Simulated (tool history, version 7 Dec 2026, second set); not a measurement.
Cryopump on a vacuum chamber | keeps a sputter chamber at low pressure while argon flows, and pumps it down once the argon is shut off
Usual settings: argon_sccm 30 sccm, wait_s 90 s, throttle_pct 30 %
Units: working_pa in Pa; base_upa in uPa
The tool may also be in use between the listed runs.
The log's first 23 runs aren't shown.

run 24 day=56.775 | argon_sccm=30 wait_s=216 throttle_pct=30 | working_pa=0.1635 base_upa=1.25
run 25 day=59.883 | argon_sccm=37 wait_s=197 throttle_pct=52 | working_pa=0.1201 base_upa=1.34
-- day=60.433 pump warmed up, emptied and cooled again
run 26 day=63.433 | argon_sccm=52 wait_s=73 throttle_pct=48 | working_pa=0.1694 base_upa=1.95
run 27 day=65.583 | argon_sccm=13 wait_s=38 throttle_pct=24 | working_pa=0.0831 base_upa=2.84
run 28 day=68.804 | argon_sccm=28 wait_s=284 throttle_pct=23 | working_pa=0.1885 base_upa=1.27
run 29 day=70.825 | argon_sccm=16 wait_s=23 throttle_pct=29 | working_pa=0.0857 base_upa=4.32
run 30 day=72.379 | argon_sccm=16 wait_s=23 throttle_pct=29 | working_pa=0.0867 base_upa=4.34
run 31 day=75.600 | argon_sccm=47 wait_s=63 throttle_pct=30 | working_pa=0.2474 base_upa=2.31
run 32 day=77.125 | argon_sccm=44 wait_s=113 throttle_pct=22 | working_pa=0.3175 base_upa=1.83
run 33 day=80.125 | argon_sccm=44 wait_s=113 throttle_pct=22 | working_pa=0.3146 base_upa=1.96
run 34 day=81.804 | argon_sccm=13 wait_s=146 throttle_pct=27 | working_pa=0.0775 base_upa=1.83

3 ways to go on from here, each from the tool as it stands after run 34. What would each give?
run A day=84.388 | argon_sccm=13 wait_s=146 throttle_pct=53 | working_pa=? base_upa=?
run B day=84.388 | argon_sccm=47 wait_s=49 throttle_pct=47 | working_pa=? base_upa=?
run C day=84.388 | argon_sccm=14 wait_s=40 throttle_pct=41 | working_pa=? base_upa=?

run=A working_pa=0.0402 base_upa=1.85
run=B working_pa=0.1623 base_upa=2.92
run=C working_pa=0.0550 base_upa=3.13
Without the tool's hidden state the same runs would have given:
run=A working_pa=0.0378 base_upa=0.80
run=B working_pa=0.1537 base_upa=1.84
run=C working_pa=0.0524 base_upa=2.08

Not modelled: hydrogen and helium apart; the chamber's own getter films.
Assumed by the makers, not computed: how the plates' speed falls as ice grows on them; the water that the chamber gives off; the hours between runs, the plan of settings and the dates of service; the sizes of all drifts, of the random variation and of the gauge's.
